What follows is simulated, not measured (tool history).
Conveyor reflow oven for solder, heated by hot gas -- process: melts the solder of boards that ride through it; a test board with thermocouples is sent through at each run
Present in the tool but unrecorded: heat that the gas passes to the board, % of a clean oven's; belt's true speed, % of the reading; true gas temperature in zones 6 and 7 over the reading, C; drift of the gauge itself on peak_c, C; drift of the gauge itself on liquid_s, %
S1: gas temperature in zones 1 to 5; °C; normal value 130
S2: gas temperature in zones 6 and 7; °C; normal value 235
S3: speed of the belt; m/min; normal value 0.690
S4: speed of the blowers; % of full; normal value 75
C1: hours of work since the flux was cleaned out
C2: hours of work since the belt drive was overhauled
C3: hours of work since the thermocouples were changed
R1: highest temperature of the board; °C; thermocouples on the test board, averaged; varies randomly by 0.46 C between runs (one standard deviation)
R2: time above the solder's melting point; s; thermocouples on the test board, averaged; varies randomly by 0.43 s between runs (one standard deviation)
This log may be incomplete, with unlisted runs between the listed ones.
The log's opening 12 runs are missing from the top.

| run | day | S1 | S2 | S3 | S4 | C1 | C2 | C3 | R1 | R2 |
|---|---|---|---|---|---|---|---|---|---|---|
| 13 | 22.396 | 130 | 235 | 0.690 | 57 | 373 | 568 | 666 | 206.7 | 34.1 |
| 14 | 25.188 | 130 | 235 | 0.690 | 57 | 410 | 605 | 703 | 206.1 | 34.8 |
|  | 26.188 | flux residue cleaned out of gas plates and filters |
| 15 | 27.621 | 130 | 235 | 0.604 | 75 | 19 | 634 | 733 | 219.6 | 53.1 |
| 16 | 29.738 | 137 | 235 | 0.668 | 75 | 47 | 662 | 761 | 218.1 | 47.5 |
| 17 | 31.338 | 122 | 226 | 0.681 | 75 | 68 | 684 | 782 | 207.1 | 35.6 |
| 18 | 33.875 | 122 | 226 | 0.681 | 75 | 102 | 717 | 816 | 207.0 | 34.5 |
| 19 | 36.400 | 117 | 232 | 0.598 | 59 | 135 | 751 | 849 | 209.8 | 42.0 |
| 20 | 37.696 | 124 | 233 | 0.819 | 56 | 152 | 768 | 866 | 197.2 | 19.1 |
| 21 | 38.983 | 124 | 233 | 0.819 | 56 | 170 | 785 | 883 | 197.0 | 18.7 |
| 22 | 41.758 | 142 | 232 | 0.819 | 56 | 206 | 822 | 920 | 201.9 | 27.7 |
| 23 | 43.771 | 130 | 235 | 0.600 | 75 | 233 | 848 | 947 | 219.1 | 52.7 |
| 24 | 46.375 | 136 | 234 | 0.779 | 86 | 267 | 883 | 981 | 213.5 | 38.7 |
| 25 | 47.958 | 130 | 235 | 0.690 | 79 | 288 | 904 | 1002 | 214.9 | 43.4 |
|  | 48.183 | thermocouples of zones 6 and 7 changed |
| 26 | 50.379 | 130 | 235 | 0.690 | 79 | 319 | 935 | 29 | 216.6 | 43.8 |
| 27 | 52.242 | 142 | 249 | 0.644 | 75 | 344 | 959 | 54 | 232.2 | 58.2 |
| 28 | 54.967 | 142 | 249 | 0.644 | 75 | 380 | 996 | 90 | 232.0 | 59.3 |
| 29 | 57.117 | 142 | 249 | 0.714 | 50 | 409 | 1024 | 118 | 218.4 | 45.8 |
|  | 58.279 | flux residue cleaned out of gas plates and filters |
| 30 | 60.029 | 139 | 236 | 0.579 | 56 | 23 | 1060 | 154 | 220.1 | 57.7 |

Alternative continuations, all from the tool just after run 30; predict every row:
| A | 62.192 | 130 | 229 | 0.657 | 75 | 52 | 1088 | 183 | ? | ? |
| B | 62.192 | 139 | 236 | 0.566 | 56 | 52 | 1088 | 183 | ? | ? |
| C | 62.192 | 135 | 235 | 0.690 | 51 | 52 | 1088 | 183 | ? | ? |
| D | 62.192 | 136 | 224 | 0.690 | 82 | 52 | 1088 | 183 | ? | ? |

| run | R1 | R2 |
|---|---|---|
| A | 213.8 | 44.8 |
| B | 221.1 | 58.5 |
| C | 208.9 | 38.2 |
| D | 211.7 | 42.5 |
Stripped of hidden state, with their random variation kept, the same runs would have yielded:
| run | R1 | R2 |
|---|---|---|
| A | 213.2 | 43.5 |
| B | 220.4 | 56.8 |
| C | 208.1 | 36.6 |
| D | 211.2 | 41.2 |

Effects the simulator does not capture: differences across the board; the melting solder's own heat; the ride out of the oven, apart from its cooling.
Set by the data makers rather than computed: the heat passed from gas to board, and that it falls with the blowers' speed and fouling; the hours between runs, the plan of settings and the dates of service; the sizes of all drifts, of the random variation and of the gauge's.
